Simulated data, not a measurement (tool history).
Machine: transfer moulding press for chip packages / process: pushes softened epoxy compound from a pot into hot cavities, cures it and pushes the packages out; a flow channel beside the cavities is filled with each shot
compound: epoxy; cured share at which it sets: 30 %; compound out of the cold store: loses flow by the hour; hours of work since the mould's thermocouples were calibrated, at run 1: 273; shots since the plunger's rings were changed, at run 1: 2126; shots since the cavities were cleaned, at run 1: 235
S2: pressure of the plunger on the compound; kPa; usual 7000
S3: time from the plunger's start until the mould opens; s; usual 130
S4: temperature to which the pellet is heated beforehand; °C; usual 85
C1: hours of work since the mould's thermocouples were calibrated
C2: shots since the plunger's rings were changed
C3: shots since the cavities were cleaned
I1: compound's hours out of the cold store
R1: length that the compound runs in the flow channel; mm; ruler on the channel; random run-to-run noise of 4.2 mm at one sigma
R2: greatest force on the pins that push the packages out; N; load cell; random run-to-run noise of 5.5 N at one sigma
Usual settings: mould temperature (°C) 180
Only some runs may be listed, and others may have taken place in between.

Run 1, day 0.000: usual settings; C1 273; C2 2126; C3 235; I1 26.5. Result: R1 860 mm, R2 263 N.
Run 2, day 1.121: usual settings; C1 294; C2 2449; C3 558; I1 12.3. Result: R1 939 mm, R2 340 N.
Run 3, day 2.158: usual settings; C1 313; C2 2747; C3 856; I1 46.2. Result: R1 753 mm, R2 350 N.
At day 2.642: mould's thermocouples calibrated.
At day 2.704: cavities cleaned with cleaning compound and waxed.
Run 4, day 3.196: usual settings but S4 88 °C; C1 9; C2 3004; C3 142; I1 43.8. Result: R1 753 mm, R2 232 N.
At day 4.938: plunger's sealing rings changed.
Run 5, day 4.938: usual settings but S4 88 °C; C1 40; C2 0; C3 613; I1 33.9. Result: R1 837 mm, R2 313 N.
At day 6.262: cavities cleaned with cleaning compound and waxed.
Run 6, day 6.404: usual settings; C1 66; C2 404; C3 41; I1 11.2. Result: R1 967 mm, R2 215 N.
Run 7, day 7.621: usual settings but S3 149 s; C1 89; C2 754; C3 391; I1 16.9. Result: R1 931 mm, R2 288 N.
Run 8, day 8.738: usual settings but S3 149 s; C1 110; C2 1075; C3 712; I1 25.7. Result: R1 876 mm, R2 302 N.
At day 9.658: cavities cleaned with cleaning compound and waxed.
Run 9, day 10.038: usual settings but S3 149 s; C1 133; C2 1432; C3 109; I1 33.5. Result: R1 830 mm, R2 202 N.
Run 10, day 11.438: usual settings; C1 159; C2 1834; C3 511; I1 15.7. Result: R1 924 mm, R2 322 N.
Run 11, day 12.158: usual settings but S2 5920 kPa; C1 172; C2 2042; C3 719; I1 42.5. Result: R1 712 mm, R2 338 N.
At day 13.050: cavities cleaned with cleaning compound and waxed.
Run 12, day 13.721: usual settings but S2 5920 kPa; C1 200; C2 2474; C3 193; I1 20.3. Result: R1 821 mm, R2 257 N.
Run 13, day 14.483: usual settings but S2 5920 kPa; C1 215; C2 2694; C3 413; I1 38.9. Result: R1 722 mm, R2 305 N.
Run 14, day 15.267: usual settings; C1 229; C2 2919; C3 638; I1 14.0. Result: R1 924 mm, R2 331 N.
At day 16.400: cavities cleaned with cleaning compound and waxed.
Run 15, day 16.642: usual settings; C1 254; C2 3297; C3 70; I1 21.8. Result: R1 881 mm, R2 213 N.
At day 17.371: plunger's sealing rings changed.
Run 16, day 17.879: usual settings but mould temperature (°C) 182, S4 81 °C; C1 275; C2 147; C3 396; I1 15.5. Result: R1 932 mm, R2 277 N.
Run 17, day 19.288: usual settings but mould temperature (°C) 185, S3 117 s; C1 301; C2 551; C3 800; I1 12.6. Result: R1 941 mm, R2 329 N.
At day 19.883: cavities cleaned with cleaning compound and waxed.
At day 20.383: mould's thermocouples calibrated.
Run 18, day 20.625: usual settings but S2 5580 kPa, S4 90 °C; C1 5; C2 895; C3 189; I1 13.8. Result: R1 846 mm, R2 256 N.
Run 19, day 22.125: usual settings but mould temperature (°C) 176, S2 5580 kPa, S3 147 s, S4 90 °C; C1 33; C2 1326; C3 620; I1 37.6. Result: R1 733 mm, R2 326 N.

Run 20, settings as shown, results not yet in. Your forecast:
At day 23.317: cavities cleaned with cleaning compound and waxed.
Run 20, day 23.404: usual settings but mould temperature (°C) 187, S2 5830 kPa; C1 55; C2 1676; C3 24; I1 34.6. Result: R1 ?, R2 ?.

Run 20 yielded R1 720 mm, R2 176 N.
With the hidden condition absent and the run-to-run variation left alone, this run would have shown R1 733 mm, R2 165 N.
